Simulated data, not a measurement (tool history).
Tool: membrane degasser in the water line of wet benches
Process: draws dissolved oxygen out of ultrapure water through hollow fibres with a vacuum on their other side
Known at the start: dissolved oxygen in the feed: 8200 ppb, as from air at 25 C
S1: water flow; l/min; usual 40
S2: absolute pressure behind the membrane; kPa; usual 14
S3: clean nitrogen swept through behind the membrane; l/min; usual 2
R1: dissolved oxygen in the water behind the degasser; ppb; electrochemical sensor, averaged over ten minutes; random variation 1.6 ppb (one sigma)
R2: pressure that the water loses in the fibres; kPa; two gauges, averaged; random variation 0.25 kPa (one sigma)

| run | hour | S1 | S2 | S3 | R1 | R2 |
|---|---|---|---|---|---|---|
| 1 | 0 | 40 | 14 | 2 | 494.1 | 69.99 |
| 2 | 138 | 24 | 14 | 2 | 310.5 | 42.32 |
| 3 | 242.8 | 24 | 14 | 2 | 311.2 | 42.26 |
| 4 | 347.6 | 24 | 14 | 2 | 311.1 | 41.95 |
| 5 | 466.8 | 28 | 14 | 2 | 358.4 | 48.58 |
| 6 | 611.2 | 40 | 14 | 2 | 495 | 70.31 |
| 7 | 693.2 | 40 | 14 | 2 | 496.6 | 70.43 |
| 8 | 859.3 | 40 | 10.7 | 2 | 360.4 | 69.94 |
| 9 | 948.2 | 40 | 14 | 2 | 497.2 | 70.66 |
| 10 | 1089.2 | 53 | 14 | 3.12 | 458.6 | 93.51 |
| 11 | 1208.5 | 53 | 14 | 3.12 | 459.3 | 93.48 |
| 12 | 1293.4 | 36 | 14.6 | 1.87 | 499.7 | 63.7 |
| 13 | 1475.5 | 24 | 12.4 | 1.87 | 286.9 | 42.32 |

Run 14 comes next. What will it give?
| 14 | 1580.3 | 25 | 20.5 | 2.88 | ? | ? |

{"run 14": {"R1": 363.2, "R2": 44.35}}
Without the tool's hidden state the same run would have given R1 350.4 ppb, R2 42.64 kPa.

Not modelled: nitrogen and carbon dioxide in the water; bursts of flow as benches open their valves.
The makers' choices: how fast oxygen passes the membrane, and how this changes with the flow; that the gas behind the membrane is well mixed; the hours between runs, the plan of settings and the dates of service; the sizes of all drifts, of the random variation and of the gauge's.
